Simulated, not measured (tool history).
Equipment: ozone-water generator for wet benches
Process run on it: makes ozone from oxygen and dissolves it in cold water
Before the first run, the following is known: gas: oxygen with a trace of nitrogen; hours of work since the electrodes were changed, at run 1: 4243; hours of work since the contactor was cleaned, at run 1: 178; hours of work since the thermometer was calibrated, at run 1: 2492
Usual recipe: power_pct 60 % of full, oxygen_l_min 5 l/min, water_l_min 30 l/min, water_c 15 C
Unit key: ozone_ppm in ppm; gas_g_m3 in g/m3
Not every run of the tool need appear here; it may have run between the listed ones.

run	day	power_pct	oxygen_l_min	water_l_min	water_c	hours of work since the electrodes were changed	hours of work since the contactor was cleaned	hours of work since the thermometer was calibrated	ozone_ppm	gas_g_m3
1	0	60	5	30	15	4243	178	2492	9.7	140.6
2	4.217	60	5	30	15	4327	262	2576	9.7	142.3
3	7.638	60	5	30	15	4396	330	2645	9.6	140.2
4	11.525	60	5	30	15	4473	408	2722	9.6	142.4
5	14.8	60	5.18	30	15	4539	473	2787	9.9	138.8
6	21.029	60	5	30	11	4663	597	2912	10.1	139.8
7	26.117	60	5	30	11	4764	699	3013	9.7	139.7
8	32.217	60	5	30	11	4886	820	3135	9.7	140.5
# day 33.696: water thermometer calibrated
9	36.679	60	5	30	15	4975	909	60	9.5	140.2
10	42.608	55	5	30	15	5093	1027	178	8.8	130.3
11	49.542	55	5	30	15	5231	1166	316	8.9	132.8
12	54.05	55	5	30	15	5321	1256	406	9	132.3
13	57.271	95	5	30	15	5385	1320	470	12.4	182.9
14	62.138	60	5	30	15	5482	1417	567	9.5	139.9
15	68.812	60	5	30	15	5616	1550	701	9.3	138.9
16	73.846	60	5	30	17	5716	1651	801	9	138.6
17	78.071	96	6.15	27	15	5800	1735	885	14.2	168.4
18	83.262	60	3.34	26	8	5904	1838	989	9.9	162.2
19	87.225	60	3.34	26	8	5983	1917	1068	9.9	161.4
20	91.046	66	5	44	15	6059	1994	1144	6.9	146
21	97.967	66	5	44	15	6197	2132	1282	6.6	146.4
22	101.862	72	5	44	10	6275	2209	1360	7.6	152.6
23	107.512	60	8.56	21	8	6388	2322	1473	14.9	110.7
24	113.325	60	8.56	21	8	6504	2438	1589	14.8	110.6
25	118.258	60	8.56	21	8	6602	2536	1687	14.9	110.1
26	121.171	72	2.88	21	9	6660	2595	1745	12.2	187.5
27	124.779	74	7.76	21	9	6732	2667	1817	16.1	129.7
28	130.875	50	4.5	26	20	6854	2788	1939	8.4	127.5
29	137.404	50	4.5	26	20	6984	2918	2069	8.5	126.6
30	141.304	60	5	33	19	7062	2996	2147	7.9	134.3
31	147.208	41	2.83	37	9	7179	3114	2264	4.9	135.6
32	150.921	60	3.27	26	15	7253	3188	2338	8.9	159.8

How would selected steps in ozone_ppm from run to run divide? Give the signed amount a tool lacking its hidden state would still show from settings, what came in and random variation, and the signed amount left for the hidden state, including any gauge scatter that is not in both of the compared results.
The hidden state here: yield of the discharge, % of new electrodes'; contactor's efficiency, % of a clean one's; true water temperature over the reading, C; drift of the gauge itself on ozone_ppm, %; drift of the gauge itself on gas_g_m3, %.
Run 16 -> 17: power_pct 60 -> 96, oxygen_l_min 5 -> 6.15, water_l_min 30 -> 27, water_c 17 -> 15. ozone_ppm +5.2 ppm: hidden state -1.2, all else +6.4.
Run 17 -> 18: power_pct 96 -> 60, oxygen_l_min 6.15 -> 3.34, water_l_min 27 -> 26, water_c 15 -> 8. ozone_ppm -4.3 ppm: hidden state +1.1, all else -5.4.
Run 22 -> 23: power_pct 72 -> 60, oxygen_l_min 5 -> 8.56, water_l_min 44 -> 21, water_c 10 -> 8. ozone_ppm +7.3 ppm: hidden state -1.1, all else +8.4.
Run 27 -> 28: power_pct 74 -> 50, oxygen_l_min 7.76 -> 4.5, water_l_min 21 -> 26, water_c 9 -> 20. ozone_ppm -7.7 ppm: hidden state +1.6, all else -9.3.
